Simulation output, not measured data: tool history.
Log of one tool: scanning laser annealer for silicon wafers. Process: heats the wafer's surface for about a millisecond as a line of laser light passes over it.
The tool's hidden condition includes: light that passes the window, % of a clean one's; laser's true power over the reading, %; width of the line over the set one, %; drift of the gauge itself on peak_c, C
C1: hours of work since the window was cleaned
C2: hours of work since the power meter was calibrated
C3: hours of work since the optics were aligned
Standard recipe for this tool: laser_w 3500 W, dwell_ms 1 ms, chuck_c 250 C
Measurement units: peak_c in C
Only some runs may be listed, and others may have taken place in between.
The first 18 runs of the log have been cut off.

{"run": 19, "day": 44.033, "laser_w": 3621, "dwell_ms": 0.73, "chuck_c": 262, "C1": 181, "C2": 1853, "C3": 136, "peak_c": 924}
{"run": 20, "day": 45.508, "laser_w": 3604, "dwell_ms": 1, "chuck_c": 250, "C1": 209, "C2": 1880, "C3": 163, "peak_c": 1034}
{"run": 21, "day": 47.133, "laser_w": 3669, "dwell_ms": 1.07, "chuck_c": 252, "C1": 240, "C2": 1911, "C3": 194, "peak_c": 1081}
{"run": 22, "day": 50.225, "laser_w": 3500, "dwell_ms": 0.86, "chuck_c": 216, "C1": 298, "C2": 1969, "C3": 252, "peak_c": 920}
{"run": 23, "day": 52.325, "laser_w": 3500, "dwell_ms": 0.86, "chuck_c": 237, "C1": 338, "C2": 2009, "C3": 292, "peak_c": 942}
{"run": 24, "day": 53.725, "laser_w": 3500, "dwell_ms": 0.86, "chuck_c": 237, "C1": 364, "C2": 2035, "C3": 318, "peak_c": 942}
{"day": 55.233, "done": "window over the wafer cleaned"}
{"run": 25, "day": 55.808, "laser_w": 3113, "dwell_ms": 0.84, "chuck_c": 264, "C1": 11, "C2": 2073, "C3": 356, "peak_c": 889}
{"run": 26, "day": 58.096, "laser_w": 3165, "dwell_ms": 1.05, "chuck_c": 262, "C1": 54, "C2": 2116, "C3": 399, "peak_c": 979}
{"run": 27, "day": 61.038, "laser_w": 3194, "dwell_ms": 1, "chuck_c": 228, "C1": 109, "C2": 2171, "C3": 454, "peak_c": 927}
{"run": 28, "day": 62.488, "laser_w": 3194, "dwell_ms": 1, "chuck_c": 228, "C1": 137, "C2": 2198, "C3": 481, "peak_c": 927}
{"run": 29, "day": 65.517, "laser_w": 3194, "dwell_ms": 1, "chuck_c": 228, "C1": 194, "C2": 2255, "C3": 538, "peak_c": 928}
{"run": 30, "day": 67.779, "laser_w": 3601, "dwell_ms": 0.7, "chuck_c": 275, "C1": 236, "C2": 2298, "C3": 581, "peak_c": 920}

Predict each of these 4 candidate next runs independently; none follows another, all start after run 30:
{"run": "A", "day": 69.117, "laser_w": 3138, "dwell_ms": 1.08, "chuck_c": 259, "C1": 261, "C2": 2323, "C3": 606, "peak_c": "?"}
{"run": "B", "day": 69.117, "laser_w": 3690, "dwell_ms": 0.8, "chuck_c": 275, "C1": 261, "C2": 2323, "C3": 606, "peak_c": "?"}
{"run": "C", "day": 69.117, "laser_w": 3717, "dwell_ms": 1.22, "chuck_c": 265, "C1": 261, "C2": 2323, "C3": 606, "peak_c": "?"}
{"run": "D", "day": 69.117, "laser_w": 3465, "dwell_ms": 1, "chuck_c": 238, "C1": 261, "C2": 2323, "C3": 606, "peak_c": "?"}

run=A peak_c=978
run=B peak_c=985
run=C peak_c=1168
run=D peak_c=994
With the hidden condition removed and each run's random variation left untouched, the same runs would have given:
run=A peak_c=979
run=B peak_c=986
run=C peak_c=1169
run=D peak_c=995
